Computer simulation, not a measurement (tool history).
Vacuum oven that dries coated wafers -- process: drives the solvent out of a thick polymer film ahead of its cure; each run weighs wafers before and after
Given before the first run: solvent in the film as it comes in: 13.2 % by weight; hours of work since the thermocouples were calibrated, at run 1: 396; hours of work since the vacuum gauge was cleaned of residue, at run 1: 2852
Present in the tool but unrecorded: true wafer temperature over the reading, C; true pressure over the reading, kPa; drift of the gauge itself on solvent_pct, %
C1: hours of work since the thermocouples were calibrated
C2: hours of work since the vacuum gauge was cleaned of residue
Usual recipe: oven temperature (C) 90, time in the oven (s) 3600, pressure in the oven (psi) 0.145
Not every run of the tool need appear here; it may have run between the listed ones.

Run 1, hour 0.0: usual settings; C1 396; C2 2852. Result: solvent left in the film (%) 1.06.
Run 2, hour 91.9: usual settings but pressure in the oven (psi) 0.088; C1 457; C2 2914. Result: solvent left in the film (%) 0.93.
Run 3, hour 186.2: usual settings; C1 520; C2 2976. Result: solvent left in the film (%) 1.11.
Run 4, hour 279.4: usual settings but time in the oven (s) 3180; C1 582; C2 3039. Result: solvent left in the film (%) 1.31.
Run 5, hour 378.2: usual settings; C1 648; C2 3105. Result: solvent left in the film (%) 1.11.
Run 6, hour 446.9: usual settings; C1 694; C2 3150. Result: solvent left in the film (%) 1.08.
At hour 548.4: vacuum gauge cleaned of residue and calibrated.
Run 7, hour 548.4: usual settings; C1 761; C2 0. Result: solvent left in the film (%) 0.83.
Run 8, hour 626.7: usual settings; C1 813; C2 52. Result: solvent left in the film (%) 0.87.
Run 9, hour 703.2: usual settings; C1 864; C2 103. Result: solvent left in the film (%) 0.85.
Run 10, hour 754.6: usual settings; C1 898; C2 138. Result: solvent left in the film (%) 0.85.
At hour 782.6: oven's thermocouples calibrated.
Run 11, hour 869.6: usual settings; C1 58; C2 213. Result: solvent left in the film (%) 0.85.
Run 12, hour 967.8: usual settings; C1 124; C2 278. Result: solvent left in the film (%) 0.85.
Run 13, hour 1045.0: usual settings but time in the oven (s) 2340; C1 175; C2 330. Result: solvent left in the film (%) 1.76.
Run 14, hour 1133.3: usual settings but oven temperature (C) 82; C1 234; C2 389. Result: solvent left in the film (%) 2.04.
Run 15, hour 1185.8: usual settings but oven temperature (C) 82; C1 269; C2 424. Result: solvent left in the film (%) 2.07.
Run 16, hour 1246.7: usual settings but oven temperature (C) 82, pressure in the oven (psi) 0.267; C1 310; C2 465. Result: solvent left in the film (%) 2.37.
Run 17, hour 1360.8: usual settings but oven temperature (C) 82, time in the oven (s) 2880, pressure in the oven (psi) 0.267; C1 386; C2 541. Result: solvent left in the film (%) 3.08.
Run 18, hour 1452.6: usual settings but oven temperature (C) 82, time in the oven (s) 2880, pressure in the oven (psi) 0.267; C1 447; C2 602. Result: solvent left in the film (%) 3.15.
Run 19, hour 1563.9: usual settings but time in the oven (s) 4500; C1 521; C2 676. Result: solvent left in the film (%) 0.63.
Run 20, hour 1619.1: usual settings but time in the oven (s) 4500, pressure in the oven (psi) 0.128; C1 558; C2 713. Result: solvent left in the film (%) 0.56.
Run 21, hour 1695.9: usual settings; C1 609; C2 764. Result: solvent left in the film (%) 0.88.
Run 22, hour 1754.2: usual settings; C1 648; C2 803. Result: solvent left in the film (%) 0.90.
Run 23, hour 1823.8: usual settings; C1 695; C2 850. Result: solvent left in the film (%) 0.91.
Run 24, hour 1877.5: usual settings; C1 731; C2 886. Result: solvent left in the film (%) 0.92.
Run 25, hour 1933.7: usual settings but oven temperature (C) 96, time in the oven (s) 2340, pressure in the oven (psi) 0.173; C1 768; C2 923. Result: solvent left in the film (%) 1.05.
Run 26, hour 2024.2: usual settings but oven temperature (C) 85, time in the oven (s) 2280, pressure in the oven (psi) 0.109; C1 828; C2 983. Result: solvent left in the film (%) 2.92.
Run 27, hour 2102.7: usual settings but oven temperature (C) 104, time in the oven (s) 2280, pressure in the oven (psi) 0.223; C1 881; C2 1036. Result: solvent left in the film (%) 0.48.
At hour 2156.9: oven's thermocouples calibrated.
Run 28, hour 2213.5: usual settings but oven temperature (C) 83, time in the oven (s) 2880, pressure in the oven (psi) 0.087; C1 38; C2 1108. Result: solvent left in the film (%) 2.38.
Run 29, hour 2296.9: usual settings but oven temperature (C) 83, time in the oven (s) 2880, pressure in the oven (psi) 0.087; C1 93; C2 1164. Result: solvent left in the film (%) 2.38.
Run 30, hour 2368.9: usual settings but time in the oven (s) 4560; C1 141; C2 1212. Result: solvent left in the film (%) 0.59.
Run 31, hour 2441.7: usual settings but oven temperature (C) 98, time in the oven (s) 4560; C1 190; C2 1261. Result: solvent left in the film (%) 0.32.
Run 32, hour 2502.9: usual settings but oven temperature (C) 98, time in the oven (s) 4560; C1 231; C2 1302. Result: solvent left in the film (%) 0.39.
Run 33, hour 2551.4: usual settings but pressure in the oven (psi) 0.329; C1 263; C2 1334. Result: solvent left in the film (%) 1.33.
Run 34, hour 2600.3: usual settings but oven temperature (C) 103, pressure in the oven (psi) 0.112; C1 296; C2 1366. Result: solvent left in the film (%) 0.22.
Run 35, hour 2672.3: usual settings but oven temperature (C) 103, pressure in the oven (psi) 0.112; C1 344; C2 1415. Result: solvent left in the film (%) 0.19.
Run 36, hour 2761.7: usual settings but oven temperature (C) 103, time in the oven (s) 5340, pressure in the oven (psi) 0.090; C1 404; C2 1474. Result: solvent left in the film (%) 0.21.
Run 37, hour 2877.6: usual settings but oven temperature (C) 103, time in the oven (s) 5340, pressure in the oven (psi) 0.090; C1 481; C2 1551. Result: solvent left in the film (%) 0.19.
Run 38, hour 2982.2: usual settings but time in the oven (s) 5940, pressure in the oven (psi) 0.579; C1 551; C2 1621. Result: solvent left in the film (%) 1.52.
Run 39, hour 3031.8: usual settings but oven temperature (C) 97, time in the oven (s) 4500, pressure in the oven (psi) 0.392; C1 584; C2 1654. Result: solvent left in the film (%) 0.88.
Run 40, hour 3133.2: usual settings but oven temperature (C) 97, time in the oven (s) 4500, pressure in the oven (psi) 0.392; C1 651; C2 1722. Result: solvent left in the film (%) 0.90.
Run 41, hour 3214.4: usual settings but oven temperature (C) 97, time in the oven (s) 4500, pressure in the oven (psi) 0.392; C1 706; C2 1776. Result: solvent left in the film (%) 0.86.
Run 42, hour 3292.4: usual settings but time in the oven (s) 4140, pressure in the oven (psi) 0.341; C1 758; C2 1828. Result: solvent left in the film (%) 1.28.
Run 43, hour 3360.0: usual settings but time in the oven (s) 4140, pressure in the oven (psi) 0.341; C1 803; C2 1873. Result: solvent left in the film (%) 1.23.
Run 44, hour 3472.8: usual settings but pressure in the oven (psi) 0.115; C1 878; C2 1949. Result: solvent left in the film (%) 0.94.
Run 45, hour 3522.2: usual settings but time in the oven (s) 3120; C1 911; C2 1982. Result: solvent left in the film (%) 1.22.

What if the next run were any one of these 4? Each begins from the tool's condition after run 45:
At hour 3532.8: oven's thermocouples calibrated.
Run A, hour 3586.2: usual settings but time in the oven (s) 2820; C1 36; C2 2023. Result: solvent left in the film (%) ?.
At hour 3532.8: oven's thermocouples calibrated.
Run B, hour 3586.2: usual settings but oven temperature (C) 92, time in the oven (s) 3360; C1 36; C2 2023. Result: solvent left in the film (%) ?.
At hour 3532.8: oven's thermocouples calibrated.
Run C, hour 3586.2: usual settings but oven temperature (C) 104, time in the oven (s) 5400, pressure in the oven (psi) 0.377; C1 36; C2 2023. Result: solvent left in the film (%) ?.
At hour 3532.8: oven's thermocouples calibrated.
Run D, hour 3586.2: usual settings but oven temperature (C) 91, time in the oven (s) 4380; C1 36; C2 2023. Result: solvent left in the film (%) ?.

run  solvent left in the film (%)
  A                          1.41
  B                          0.82
  C                          0.58
  D                          0.68
With the hidden condition removed and each run's random variation left untouched, the same runs would have given:
run  solvent left in the film (%)
  A                          1.25
  B                          0.67
  C                          0.48
  D                          0.52
